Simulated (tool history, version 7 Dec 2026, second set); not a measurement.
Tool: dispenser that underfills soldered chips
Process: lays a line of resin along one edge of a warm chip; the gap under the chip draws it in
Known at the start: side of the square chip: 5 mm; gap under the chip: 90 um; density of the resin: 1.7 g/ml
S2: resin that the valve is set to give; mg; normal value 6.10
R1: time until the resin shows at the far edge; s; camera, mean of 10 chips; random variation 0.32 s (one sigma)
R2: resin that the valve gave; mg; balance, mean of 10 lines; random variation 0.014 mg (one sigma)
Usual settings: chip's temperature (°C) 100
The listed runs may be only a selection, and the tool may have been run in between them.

{"run": 1, "hour": 0.0, "chip's temperature (°C)": 100, "S2": 6.1, "R1": 13.3, "R2": 6.07}
{"run": 2, "hour": 3.4, "chip's temperature (°C)": 100, "S2": 6.1, "R1": 14.4, "R2": 6.05}
{"hour": 7.3, "done": "new syringe of resin"}
{"run": 3, "hour": 9.3, "chip's temperature (°C)": 100, "S2": 6.1, "R1": 12.5, "R2": 6.07}
{"run": 4, "hour": 12.7, "chip's temperature (°C)": 100, "S2": 6.1, "R1": 13.4, "R2": 6.04}
{"run": 5, "hour": 16.6, "chip's temperature (°C)": 100, "S2": 5.81, "R1": 14.6, "R2": 5.77}
{"hour": 20.8, "done": "new syringe of resin"}
{"run": 6, "hour": 21.5, "chip's temperature (°C)": 114, "S2": 6.1, "R1": 7.3, "R2": 6.05}
{"run": 7, "hour": 27.1, "chip's temperature (°C)": 100, "S2": 5.52, "R1": 13.8, "R2": 5.49}
{"run": 8, "hour": 32.9, "chip's temperature (°C)": 100, "S2": 5.52, "R1": 16.5, "R2": 5.46}
{"hour": 34.0, "done": "new syringe of resin"}
{"run": 9, "hour": 37.6, "chip's temperature (°C)": 100, "S2": 7.41, "R1": 12.4, "R2": 7.31}
{"run": 10, "hour": 40.5, "chip's temperature (°C)": 100, "S2": 6.1, "R1": 12.8, "R2": 5.99}
{"hour": 47.3, "done": "new syringe of resin"}
{"run": 11, "hour": 47.3, "chip's temperature (°C)": 100, "S2": 6.1, "R1": 11.8, "R2": 5.96}
{"run": 12, "hour": 50.6, "chip's temperature (°C)": 100, "S2": 5.27, "R1": 12.6, "R2": 5.14}
{"run": 13, "hour": 54.3, "chip's temperature (°C)": 100, "S2": 5.27, "R1": 14.9, "R2": 5.15}
{"hour": 58.1, "done": "dispensing valve cleaned and set on the balance"}
{"run": 14, "hour": 60.8, "chip's temperature (°C)": 100, "S2": 5.27, "R1": 15.4, "R2": 5.24}
{"hour": 61.5, "done": "new syringe of resin"}
{"run": 15, "hour": 65.2, "chip's temperature (°C)": 100, "S2": 5.27, "R1": 13.2, "R2": 5.26}
{"run": 16, "hour": 67.8, "chip's temperature (°C)": 106, "S2": 6.1, "R1": 10.4, "R2": 6.08}
{"run": 17, "hour": 73.2, "chip's temperature (°C)": 100, "S2": 6.52, "R1": 14.9, "R2": 6.5}
{"hour": 74.7, "done": "new syringe of resin"}
{"run": 18, "hour": 77.0, "chip's temperature (°C)": 100, "S2": 6.52, "R1": 12.3, "R2": 6.47}
{"run": 19, "hour": 82.9, "chip's temperature (°C)": 90, "S2": 5.25, "R1": 21.2, "R2": 5.19}
{"run": 20, "hour": 86.9, "chip's temperature (°C)": 91, "S2": 5.25, "R1": 22.1, "R2": 5.21}
{"hour": 88.1, "done": "new syringe of resin"}
{"run": 21, "hour": 91.7, "chip's temperature (°C)": 101, "S2": 6.92, "R1": 12.2, "R2": 6.83}
{"run": 22, "hour": 97.6, "chip's temperature (°C)": 101, "S2": 6.92, "R1": 13.5, "R2": 6.84}
{"hour": 101.4, "done": "new syringe of resin"}
{"run": 23, "hour": 103.8, "chip's temperature (°C)": 101, "S2": 6.92, "R1": 11.7, "R2": 6.83}
{"run": 24, "hour": 108.5, "chip's temperature (°C)": 93, "S2": 5.51, "R1": 18.7, "R2": 5.4}
{"hour": 114.7, "done": "new syringe of resin"}
{"run": 25, "hour": 114.7, "chip's temperature (°C)": 108, "S2": 7.2, "R1": 7.9, "R2": 7.06}
{"run": 26, "hour": 118.9, "chip's temperature (°C)": 108, "S2": 7.2, "R1": 9.4, "R2": 7.03}
{"hour": 122.5, "done": "dispensing valve cleaned and set on the balance"}
{"run": 27, "hour": 124.5, "chip's temperature (°C)": 114, "S2": 5.51, "R1": 8.3, "R2": 5.52}
{"hour": 129.0, "done": "new syringe of resin"}
{"run": 28, "hour": 129.7, "chip's temperature (°C)": 102, "S2": 7.68, "R1": 11.0, "R2": 7.69}
{"run": 29, "hour": 133.6, "chip's temperature (°C)": 102, "S2": 7.68, "R1": 11.8, "R2": 7.66}
{"run": 30, "hour": 137.8, "chip's temperature (°C)": 102, "S2": 7.68, "R1": 12.7, "R2": 7.65}
{"hour": 142.2, "done": "new syringe of resin"}
{"run": 31, "hour": 143.3, "chip's temperature (°C)": 105, "S2": 7.68, "R1": 9.6, "R2": 7.67}
{"run": 32, "hour": 149.1, "chip's temperature (°C)": 113, "S2": 5.86, "R1": 8.3, "R2": 5.81}
{"run": 33, "hour": 154.2, "chip's temperature (°C)": 109, "S2": 6.1, "R1": 10.9, "R2": 6.05}
{"hour": 155.3, "done": "new syringe of resin"}
{"run": 34, "hour": 160.7, "chip's temperature (°C)": 93, "S2": 7.41, "R1": 16.2, "R2": 7.33}
{"run": 35, "hour": 166.5, "chip's temperature (°C)": 108, "S2": 7.1, "R1": 11.7, "R2": 7.01}

Some steps in R1, run to run, broken into two amounts with sign: the step expected even without the hidden condition (settings, incoming material, random variation), and the rest, left for the hidden condition together with whatever gauge scatter is not in both the measured and the hidden-condition-free result:
Hidden state present: resin's viscosity, % of fresh resin's; dose that the valve gives, % of what is set; true chip temperature over the reading, C; drift of the gauge itself on fill_s, %; drift of the gauge itself on given_mg, %.
Run 8 -> 9: S2 5.52 -> 7.41, new syringe of resin. R1 -4.1 s: hidden state -3.5, all else -0.6.
Run 14 -> 15: new syringe of resin. R1 -2.2 s: hidden state -3.3, all else +1.1.
Run 18 -> 19: chip's temperature (°C) 100 -> 90, S2 6.52 -> 5.25. R1 +8.9 s: hidden state +3.1, all else +5.8.
Run 20 -> 21: chip's temperature (°C) 91 -> 101, S2 5.25 -> 6.92, new syringe of resin. R1 -9.9 s: hidden state -5.0, all else -4.9.
Run 24 -> 25: chip's temperature (°C) 93 -> 108, S2 5.51 -> 7.20, new syringe of resin. R1 -10.8 s: hidden state -3.2, all else -7.6.

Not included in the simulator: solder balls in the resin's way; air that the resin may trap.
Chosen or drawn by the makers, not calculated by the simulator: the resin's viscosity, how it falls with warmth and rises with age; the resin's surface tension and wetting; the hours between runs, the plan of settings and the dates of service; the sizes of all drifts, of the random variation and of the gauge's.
